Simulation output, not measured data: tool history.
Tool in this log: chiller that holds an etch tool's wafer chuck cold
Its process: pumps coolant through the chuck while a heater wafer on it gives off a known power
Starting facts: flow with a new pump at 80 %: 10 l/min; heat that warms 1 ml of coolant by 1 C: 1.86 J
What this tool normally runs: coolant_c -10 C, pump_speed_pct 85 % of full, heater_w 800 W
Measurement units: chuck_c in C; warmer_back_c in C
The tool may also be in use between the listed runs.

run    hour  coolant_c  pump_speed_pct  heater_w  chuck_c  warmer_back_c
  1     0.0        -10              85       800    -3.72           2.43
  2    35.3        -10              85       800    -3.90           2.41
  3    77.4        -10              85       800    -3.84           2.40
  4   126.3        -10              85       800    -3.78           2.43
  5   175.3        -10              85       864    -3.42           2.62
  6   214.3        -10              85       401    -6.89           1.20
  7   238.4        -10              85       401    -6.84           1.20
  8   273.6         -1              85       800     5.25           2.39
  9   297.7         -1              85       800     5.30           2.44
 10   324.4         -1              85       800     5.20           2.45
 11   371.8        -10              85       800    -3.83           2.42
 12   416.0        -10              85       800    -3.81           2.43
 13   457.9         -2              85       800     4.13           2.42
 14   488.1        -10              85       800    -3.86           2.42
 15   528.1        -10              85       800    -3.69           2.41
 16   551.2        -10              89       800    -4.01           2.30
 17   595.5        -10              89       800    -3.94           2.31
 18   627.5        -17              95       800   -11.26           2.16
 19   656.2        -17              99       749   -11.78           1.93
 20   681.4         -5              62       800     2.85           3.38
 21   715.4         -5              62       800     2.84           3.38
 22   745.8        -19              91       800   -13.07           2.26
 23   769.6        -13              85       836    -6.37           2.54
 24   801.1        -13              85       836    -6.41           2.54
 25   847.6        -13              85       836    -6.61           2.53
 26   891.2        -13              85       836    -6.40           2.55
 27   923.8        -12              85       741    -6.26           2.23
 28   967.4        -13              61       912    -4.05           3.92
 29  1016.4         -2              85       744     3.77           2.27
 30  1037.6         -1              88       544     3.09           1.57
     1074.9  -- chiller's thermometer calibrated
 31  1087.1         -1              88       544     3.08           1.61
 32  1121.3         -8              88       782    -2.11           2.31

Predict each of these 4 candidate next runs independently; none follows another, all start after run 32:
  A  1158.7        -17              85       791        ?              ?
  B  1158.7        -17              96      1042        ?              ?
  C  1158.7        -10              71       467        ?              ?
  D  1158.7        -13              75       796        ?              ?

run  chuck_c  warmer_back_c
  A   -10.88           2.40
  B    -9.59           2.80
  C    -5.85           1.72
  D    -6.24           2.76
What these runs would have given with no unlogged condition in the tool:
run  chuck_c  warmer_back_c
  A   -10.89           2.40
  B    -9.60           2.80
  C    -5.86           1.72
  D    -6.25           2.75

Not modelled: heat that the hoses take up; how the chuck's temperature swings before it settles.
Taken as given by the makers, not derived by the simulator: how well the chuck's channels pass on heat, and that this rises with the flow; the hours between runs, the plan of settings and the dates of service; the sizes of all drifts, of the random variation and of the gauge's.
